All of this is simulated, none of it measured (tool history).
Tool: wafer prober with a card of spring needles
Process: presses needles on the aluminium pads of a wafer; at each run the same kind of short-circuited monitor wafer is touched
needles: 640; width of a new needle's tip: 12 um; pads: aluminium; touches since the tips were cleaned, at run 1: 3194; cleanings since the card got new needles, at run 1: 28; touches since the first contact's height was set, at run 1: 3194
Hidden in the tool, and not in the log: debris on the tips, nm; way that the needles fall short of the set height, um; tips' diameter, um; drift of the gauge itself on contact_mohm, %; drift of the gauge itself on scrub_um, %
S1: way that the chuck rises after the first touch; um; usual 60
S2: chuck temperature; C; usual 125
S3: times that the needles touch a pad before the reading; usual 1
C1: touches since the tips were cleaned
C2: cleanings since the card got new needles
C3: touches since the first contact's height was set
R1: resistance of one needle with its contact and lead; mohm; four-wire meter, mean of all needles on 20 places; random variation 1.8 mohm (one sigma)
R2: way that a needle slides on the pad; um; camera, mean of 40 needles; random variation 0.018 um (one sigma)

| run | hour | S1 | S2 | S3 | C1 | C2 | C3 | R1 | R2 |
|---|---|---|---|---|---|---|---|---|---|
| 1 | 0 | 60 | 125 | 1 | 3194 | 28 | 3194 | 186 | 12.76 |
|  | 9.6 | tips cleaned on abrasive film |
| 2 | 13.4 | 46 | 125 | 1 | 1800 | 29 | 9448 | 189 | 9.8 |
| 3 | 22.4 | 60 | 125 | 2 | 6006 | 29 | 13654 | 185 | 12.79 |
|  | 26.1 | tips cleaned on abrasive film |
| 4 | 35.9 | 60 | 125 | 2 | 4574 | 30 | 19948 | 186 | 12.76 |
|  | 42.9 | tips cleaned on abrasive film |
| 5 | 49.8 | 60 | 125 | 2 | 3228 | 31 | 26439 | 185 | 12.73 |
|  | 60.2 | tips cleaned on abrasive film |
| 6 | 61.4 | 53 | 125 | 2 | 574 | 32 | 31856 | 185 | 11.23 |
| 7 | 71.3 | 60 | 125 | 1 | 5228 | 32 | 36510 | 186 | 12.71 |
|  | 77.5 | tips cleaned on abrasive film |
| 8 | 84.4 | 60 | 125 | 1 | 3242 | 33 | 42614 | 186 | 12.71 |
| 9 | 91.9 | 60 | 125 | 1 | 6745 | 33 | 46117 | 190 | 12.67 |
|  | 94.7 | tips cleaned on abrasive film |
| 10 | 104 | 60 | 125 | 1 | 4357 | 34 | 51753 | 187 | 12.7 |
|  | 111.8 | tips cleaned on abrasive film |
| 11 | 116.3 | 60 | 125 | 1 | 2089 | 35 | 57487 | 187 | 12.68 |
| 12 | 124.2 | 60 | 125 | 1 | 5834 | 35 | 61232 | 185 | 12.67 |
|  | 128.2 | tips cleaned on abrasive film |
| 13 | 133.6 | 60 | 125 | 1 | 2542 | 36 | 65592 | 188 | 12.7 |
| 14 | 141.6 | 60 | 125 | 3 | 6293 | 36 | 69343 | 185 | 12.69 |
|  | 145.3 | tips cleaned on abrasive film |
| 15 | 148.8 | 60 | 28 | 1 | 1627 | 37 | 72671 | 166 | 12.68 |
|  | 161.9 | tips cleaned on abrasive film |
| 16 | 161.9 | 60 | 28 | 1 | 0 | 38 | 78782 | 168 | 12.67 |
| 17 | 168.8 | 60 | 28 | 1 | 3256 | 38 | 82038 | 167 | 12.67 |
|  | 179 | tips cleaned on abrasive film |
| 18 | 183.1 | 70 | 41 | 2 | 1900 | 39 | 88685 | 172 | 14.76 |
| 19 | 189.9 | 70 | 41 | 2 | 5124 | 39 | 91909 | 171 | 14.73 |
|  | 196.3 | tips cleaned on abrasive film |
| 20 | 197.6 | 43 | 125 | 3 | 607 | 40 | 95479 | 191 | 9.08 |
| 21 | 211.1 | 43 | 125 | 3 | 6917 | 40 | 101789 | 189 | 9.06 |
|  | 213.8 | tips cleaned on abrasive film |
| 22 | 223.3 | 43 | 39 | 2 | 4490 | 41 | 107506 | 171 | 9.05 |
|  | 230.5 | tips cleaned on abrasive film |
|  | 233.6 | gauge calibrated |
| 23 | 233.9 | 50 | 57 | 1 | 1633 | 42 | 112446 | 176 | 10.63 |
| 24 | 240.3 | 50 | 57 | 1 | 4609 | 42 | 115422 | 173 | 10.62 |
|  | 247.5 | tips cleaned on abrasive film |
| 25 | 250.8 | 60 | 46 | 1 | 1516 | 43 | 120300 | 169 | 12.75 |
|  | 251.7 | height of the first contact set anew |
|  | 264.7 | tips cleaned on abrasive film |
| 26 | 265.3 | 51 | 125 | 1 | 273 | 44 | 6345 | 188 | 10.81 |
| 27 | 272.5 | 51 | 125 | 2 | 3667 | 44 | 9739 | 186 | 10.82 |
|  | 281.4 | tips cleaned on abrasive film |
| 28 | 285.5 | 61 | 41 | 2 | 1935 | 45 | 15798 | 170 | 12.93 |
|  | 298.2 | tips cleaned on abrasive film |
| 29 | 299.8 | 46 | 53 | 2 | 763 | 46 | 22470 | 173 | 9.77 |
| 30 | 305.9 | 46 | 53 | 2 | 3625 | 46 | 25332 | 176 | 9.75 |
| 31 | 312.7 | 63 | 100 | 1 | 6831 | 46 | 28538 | 184 | 13.38 |
|  | 315.2 | tips cleaned on abrasive film |
| 32 | 325.6 | 74 | 25 | 2 | 4891 | 47 | 34550 | 168 | 15.69 |
|  | 331.8 | tips cleaned on abrasive film |
| 33 | 334.9 | 74 | 25 | 1 | 1451 | 48 | 38863 | 166 | 15.68 |
|  | 349 | tips cleaned on abrasive film |
| 34 | 349.1 | 47 | 42 | 1 | 58 | 49 | 45490 | 170 | 9.93 |

Forecast each of these 3 alternatives for the next run:
| A | 359.4 | 47 | 28 | 2 | 4879 | 49 | 50311 | ? | ? |
| B | 359.4 | 67 | 96 | 3 | 4879 | 49 | 50311 | ? | ? |
| C | 359.4 | 67 | 42 | 2 | 4879 | 49 | 50311 | ? | ? |

| run | R1 | R2 |
|---|---|---|
| A | 168 | 9.95 |
| B | 182 | 14.14 |
| C | 171 | 14.17 |
Without the tool's hidden state the same runs would have given:
| run | R1 | R2 |
|---|---|---|
| A | 167 | 10.02 |
| B | 182 | 14.23 |
| C | 171 | 14.26 |
